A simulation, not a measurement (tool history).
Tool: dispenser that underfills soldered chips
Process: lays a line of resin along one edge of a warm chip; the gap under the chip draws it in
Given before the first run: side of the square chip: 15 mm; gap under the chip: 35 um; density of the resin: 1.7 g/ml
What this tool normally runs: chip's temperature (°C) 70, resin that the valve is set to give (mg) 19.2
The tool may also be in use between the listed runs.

run	hour	chip's temperature (°C)	resin that the valve is set to give (mg)	time until the resin shows at the far edge (s)	resin that the valve gave (mg)
1	0	70	19.2	138.3	18.15
# hour 3.9: new syringe of resin
2	5	70	19.2	110.8	18.04
3	11.7	77	19.2	99.2	18.06
# hour 15.5: new syringe of resin
4	18.6	77	19.2	82.8	17.98
# hour 22.1: dispensing valve cleaned and set on the balance
5	23.3	77	19.2	92.4	19.33
6	27.2	77	19.2	108	19.06
# hour 28.1: new syringe of resin
7	31.2	77	19.2	81.1	19.2
8	36.2	70	16.5	145.4	16.44
# hour 39.7: new syringe of resin
9	42.6	70	22	110	21.78
10	46.7	70	22	127.7	21.81
# hour 51.2: new syringe of resin
11	52.6	70	21.9	104.7	21.49
12	59.4	70	19.2	142.2	18.85
# hour 62.7: new syringe of resin
13	64.2	70	17.4	111	17.06
14	70.7	70	17.4	143.7	16.97
# hour 74.2: new syringe of resin
15	76.1	79	17	72.9	16.52
16	81.3	79	18.1	84.3	17.52
# hour 85.8: new syringe of resin
17	87.7	72	19.2	99	18.63
18	91.5	62	17.4	193.5	16.84
19	95.6	58	19.1	278.9	18.35
# hour 97.5: new syringe of resin
20	103.7	78	23.4	82.5	22.37
21	108	78	23.4	96.6	22.42
# hour 109.2: new syringe of resin
22	113.5	78	23.4	77	22.3
23	118.3	61	22.2	220.4	21.09
# hour 121: new syringe of resin
24	124.4	61	22.2	179.5	21.08
25	130.9	61	22.2	225	20.82

Branching from run 25: 3 alternative next runs. What would each branch give?
# hour 132.8: new syringe of resin
A	137.2	75	17.9	?	?
# hour 132.8: new syringe of resin
B	137.2	67	19.6	?	?
# hour 132.8: new syringe of resin
C	137.2	62	19.8	?	?

run	time until the resin shows at the far edge (s)	resin that the valve gave (mg)
A	94.2	16.76
B	138.3	18.48
C	180.5	18.59
Without the tool's hidden state the same runs would have given:
run	time until the resin shows at the far edge (s)	resin that the valve gave (mg)
A	82.5	17.86
B	122	19.69
C	159.6	19.81
